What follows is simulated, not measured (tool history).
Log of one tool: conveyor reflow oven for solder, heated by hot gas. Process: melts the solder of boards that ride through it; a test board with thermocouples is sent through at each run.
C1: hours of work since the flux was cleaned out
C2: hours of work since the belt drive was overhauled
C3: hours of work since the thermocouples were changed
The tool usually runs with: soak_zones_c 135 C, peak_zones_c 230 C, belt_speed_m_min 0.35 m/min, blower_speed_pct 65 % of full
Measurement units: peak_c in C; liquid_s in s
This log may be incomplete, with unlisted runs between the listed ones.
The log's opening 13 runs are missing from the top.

run 14 hour=337.3 | soak_zones_c=135 peak_zones_c=219 belt_speed_m_min=0.35 blower_speed_pct=65 | C1=79 C2=753 C3=488 | peak_c=203.7 liquid_s=60.3
run 15 hour=364.4 | soak_zones_c=135 peak_zones_c=230 belt_speed_m_min=0.35 blower_speed_pct=65 | C1=93 C2=767 C3=502 | peak_c=214.4 liquid_s=72.4
run 16 hour=394.7 | soak_zones_c=130 peak_zones_c=219 belt_speed_m_min=0.35 blower_speed_pct=65 | C1=109 C2=783 C3=518 | peak_c=203.5 liquid_s=56.5
run 17 hour=428 | soak_zones_c=130 peak_zones_c=219 belt_speed_m_min=0.35 blower_speed_pct=65 | C1=127 C2=801 C3=536 | peak_c=203 liquid_s=56.6
run 18 hour=444.8 | soak_zones_c=135 peak_zones_c=230 belt_speed_m_min=0.35 blower_speed_pct=85 | C1=136 C2=810 C3=545 | peak_c=219.6 liquid_s=80.4
run 19 hour=479.3 | soak_zones_c=135 peak_zones_c=219 belt_speed_m_min=0.35 blower_speed_pct=85 | C1=154 C2=828 C3=563 | peak_c=209.8 liquid_s=69.4
run 20 hour=500.1 | soak_zones_c=128 peak_zones_c=219 belt_speed_m_min=0.35 blower_speed_pct=59 | C1=165 C2=839 C3=574 | peak_c=200.3 liquid_s=50.9
run 21 hour=519 | soak_zones_c=139 peak_zones_c=230 belt_speed_m_min=0.35 blower_speed_pct=63 | C1=175 C2=849 C3=584 | peak_c=213 liquid_s=73.6
run 22 hour=549.9 | soak_zones_c=147 peak_zones_c=230 belt_speed_m_min=0.35 blower_speed_pct=50 | C1=192 C2=866 C3=601 | peak_c=209.9 liquid_s=71.5
run 23 hour=586.6 | soak_zones_c=147 peak_zones_c=230 belt_speed_m_min=0.35 blower_speed_pct=50 | C1=211 C2=885 C3=620 | peak_c=210.5 liquid_s=71.3
run 24 hour=622 | soak_zones_c=127 peak_zones_c=243 belt_speed_m_min=0.37 blower_speed_pct=50 | C1=230 C2=904 C3=639 | peak_c=213.5 liquid_s=62.5
run 25 hour=650.2 | soak_zones_c=126 peak_zones_c=223 belt_speed_m_min=0.283 blower_speed_pct=82 | C1=245 C2=919 C3=654 | peak_c=217 liquid_s=94.7
run 26 hour=685.9 | soak_zones_c=135 peak_zones_c=229 belt_speed_m_min=0.35 blower_speed_pct=62 | C1=264 C2=938 C3=673 | peak_c=212.8 liquid_s=68.8
run 27 hour=708.8 | soak_zones_c=135 peak_zones_c=229 belt_speed_m_min=0.35 blower_speed_pct=62 | C1=276 C2=950 C3=685 | peak_c=212.2 liquid_s=69.2
run 28 hour=728.9 | soak_zones_c=135 peak_zones_c=235 belt_speed_m_min=0.395 blower_speed_pct=65 | C1=287 C2=961 C3=696 | peak_c=213.1 liquid_s=62.1
run 29 hour=750.3 | soak_zones_c=135 peak_zones_c=238 belt_speed_m_min=0.35 blower_speed_pct=65 | C1=298 C2=972 C3=707 | peak_c=221.3 liquid_s=78.5

What will run 30 give?
run 30 hour=781.4 | soak_zones_c=123 peak_zones_c=223 belt_speed_m_min=0.35 blower_speed_pct=65 | C1=315 C2=989 C3=724 | peak_c=? liquid_s=?

peak_c: 205.5 C
liquid_s: 56.7 s
Were there no unlogged condition in the tool, this run, its random variation unchanged, would have produced peak_c 205.6 C, liquid_s 56.9 s.
